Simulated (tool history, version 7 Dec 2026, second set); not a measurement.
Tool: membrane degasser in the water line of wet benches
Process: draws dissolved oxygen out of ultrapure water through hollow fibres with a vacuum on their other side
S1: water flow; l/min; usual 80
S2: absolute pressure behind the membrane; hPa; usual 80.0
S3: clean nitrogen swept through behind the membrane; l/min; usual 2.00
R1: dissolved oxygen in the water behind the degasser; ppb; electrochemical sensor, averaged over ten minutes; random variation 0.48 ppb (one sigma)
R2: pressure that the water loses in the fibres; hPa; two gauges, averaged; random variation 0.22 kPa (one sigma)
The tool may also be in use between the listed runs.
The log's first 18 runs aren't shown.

run      day   S1     S2    S3     R1     R2
 19   64.475   73   95.7  1.27  641.6  611.7
 20   68.229  103   71.1  4.37  214.5  861.8
 21   72.654   80   55.7  3.31  130.5  668.3
 22   75.625   60   99.4  3.31  270.5  503.8
 23   78.071   60   99.4  3.31  270.8  503.9
 24   82.154   57   80.0  1.90  298.8  475.1
 25   86.025   75   92.2  1.78  486.8  633.2
 26   88.625   75   92.2  1.78  488.0  629.9
 27   92.983   55   83.9  1.61  358.2  462.1
 28   96.621   55   83.9  1.61  359.5  457.9
 29   99.938   72   52.8  1.38  209.7  603.8
 30  102.333  104  158.6  2.47  976.5  877.9
 31  106.988   52   75.9  1.00  420.5  439.1
 32  109.754   51  138.4  1.11  879.0  428.7

Forecast each of these 4 alternatives for the next run:
  A  114.471   80   83.9  2.84   ?   ?
  B  114.471   86  109.1  4.27   ?   ?
  C  114.471  103  138.4  1.11   ?   ?
  D  114.471   80  109.6  1.20   ?   ?

run      R1     R2
  A   310.4  671.1
  B   343.7  726.8
  C  1406.9  870.3
  D   857.4  676.5
Without the tool's hidden state the same runs would have given:
run      R1     R2
  A   305.3  662.5
  B   339.6  717.5
  C  1398.0  859.2
  D   849.5  667.8

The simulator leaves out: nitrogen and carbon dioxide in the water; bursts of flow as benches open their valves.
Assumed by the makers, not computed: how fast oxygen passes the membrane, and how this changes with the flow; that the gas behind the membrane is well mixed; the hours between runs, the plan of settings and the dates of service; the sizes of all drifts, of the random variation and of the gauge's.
